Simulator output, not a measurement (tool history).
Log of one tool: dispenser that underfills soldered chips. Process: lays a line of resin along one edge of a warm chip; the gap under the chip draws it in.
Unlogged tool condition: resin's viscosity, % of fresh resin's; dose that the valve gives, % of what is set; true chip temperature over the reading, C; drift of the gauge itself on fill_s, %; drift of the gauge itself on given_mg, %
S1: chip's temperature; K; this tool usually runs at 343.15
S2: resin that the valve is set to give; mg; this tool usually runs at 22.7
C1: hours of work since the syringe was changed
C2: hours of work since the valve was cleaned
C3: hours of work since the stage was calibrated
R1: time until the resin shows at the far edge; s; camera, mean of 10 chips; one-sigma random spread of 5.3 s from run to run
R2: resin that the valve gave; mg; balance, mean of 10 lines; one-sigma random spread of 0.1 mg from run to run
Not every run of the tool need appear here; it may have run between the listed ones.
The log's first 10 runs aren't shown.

run     day      S1    S2  C1   C2   C3      R1     R2
      3.825  -- new syringe of resin
 11   3.962  343.15  22.7   2  106  305   622.7  22.01
 12   4.188  343.15  22.7   6  109  309   702.7  21.95
      4.258  -- new syringe of resin
 13   4.662  343.15  22.7   7  117  317   710.3  21.87
      4.717  -- new syringe of resin
 14   5.125  343.15  22.7   7  125  324   724.8  21.59
      5.183  -- new syringe of resin
 15   5.462  343.15  22.7   5  130  330   675.3  21.73
      5.638  -- dispensing valve cleaned and set on the balance
      5.700  -- new syringe of resin
 16   5.812  352.15  22.7   2    3  335   464.8  22.76
      6.142  -- new syringe of resin
 17   6.329  352.15  22.7   3   11  343   489.4  22.67
      6.583  -- new syringe of resin
 18   6.858  352.15  26.1   5   20  351   494.8  25.87
      7.029  -- new syringe of resin
 19   7.212  357.15  25.4   3   25  357   410.7  25.26
      7.467  -- new syringe of resin
 20   7.729  334.15  19.5   4   33  365   931.7  19.25
      7.900  -- new syringe of resin
 21   8.117  336.15  23.1   4   40  372   837.5  22.72
      8.362  -- new syringe of resin
 22   8.479  351.15  21.8   2   45  377   481.6  21.52
      8.788  -- new syringe of resin
 23   8.788  343.15  26.3   0   50  382   569.1  25.94
 24   9.075  338.15  26.5   5   55  387   790.4  25.93
      9.254  -- new syringe of resin
 25   9.529  349.15  21.8   5   62  394   550.3  21.63
      9.692  -- new syringe of resin
 26   9.796  349.15  21.8   2   67  398   533.1  21.15
     10.129  -- new syringe of resin
 27  10.129  349.15  21.8   0   72  404   488.7  21.11
 28  10.471  350.15  26.4   6   78  409   555.0  25.73
     10.558  -- new syringe of resin
 29  10.962  350.15  26.4   7   85  417   593.7  25.84
     11.017  -- new syringe of resin
 30  11.358  330.15  26.7   6   92  424  1103.3  25.83
     11.458  -- new syringe of resin
 31  11.688  328.15  24.4   4   97  429  1073.0  23.60
     11.896  -- new syringe of resin
 32  11.933  339.15  24.9   1  101  433   671.2  23.85
 33  12.208  332.15  29.3   5  105  437  1010.4  28.14
     12.333  -- new syringe of resin
 34  12.704  332.15  29.3   6  113  445  1058.1  28.38
     12.792  -- new syringe of resin
 35  13.017  343.15  27.6   4  118  450   662.7  26.58

Each row is a separate what-if for the run after 35, all from the same tool condition, not one after another. Results?
     13.229  -- new syringe of resin
  A  13.458  352.15  22.1   4  125  457   ?   ?
     13.229  -- new syringe of resin
  B  13.458  343.15  23.6   4  125  457   ?   ?
     13.229  -- new syringe of resin
  C  13.458  335.15  27.7   4  125  457   ?   ?

run     R1     R2
  A  518.0  21.23
  B  698.1  22.68
  C  874.5  26.76
What these runs would have given with no unlogged condition in the tool:
run     R1     R2
  A  399.5  22.15
  B  536.3  23.66
  C  669.8  27.91

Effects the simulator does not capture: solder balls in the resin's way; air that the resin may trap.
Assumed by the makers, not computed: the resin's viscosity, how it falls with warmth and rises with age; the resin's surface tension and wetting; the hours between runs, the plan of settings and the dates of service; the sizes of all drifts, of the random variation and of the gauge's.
